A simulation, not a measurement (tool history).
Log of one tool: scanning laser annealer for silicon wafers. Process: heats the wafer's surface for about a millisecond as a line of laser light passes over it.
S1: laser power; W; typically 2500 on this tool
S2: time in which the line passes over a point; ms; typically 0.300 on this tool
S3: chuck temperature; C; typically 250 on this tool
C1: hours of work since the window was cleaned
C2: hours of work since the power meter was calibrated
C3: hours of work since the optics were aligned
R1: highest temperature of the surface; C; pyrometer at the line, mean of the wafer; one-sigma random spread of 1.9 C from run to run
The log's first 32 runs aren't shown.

run,hour,S1,S2,S3,C1,C2,C3,R1
33,221.0,2285,0.337,251,106,168,801,1040
34,229.5,2387,0.305,250,111,173,806,1040
35,236.0,2500,0.297,250,115,177,810,1073
36,240.3,2500,0.297,250,118,180,813,1069
37,246.7,2500,0.297,250,122,184,817,1069
38,254.3,2500,0.297,250,127,189,822,1071
39,263.0,2414,0.228,213,132,194,827,900
40,268.5,2414,0.228,213,136,198,831,898

Branching from run 40: 5 alternative next runs. What would each branch give?
A,275.4,2609,0.300,250,140,202,835,?
B,275.4,2500,0.328,290,140,202,835,?
C,275.4,2623,0.227,250,140,202,835,?
D,275.4,2500,0.300,260,140,202,835,?
E,275.4,2682,0.273,266,140,202,835,?

run,R1
A,1117
B,1154
C,1004
D,1083
E,1115
Take away the tool's hidden state, keep each run's random variation, and the runs would have read:
run,R1
A,1131
B,1168
C,1016
D,1096
E,1129
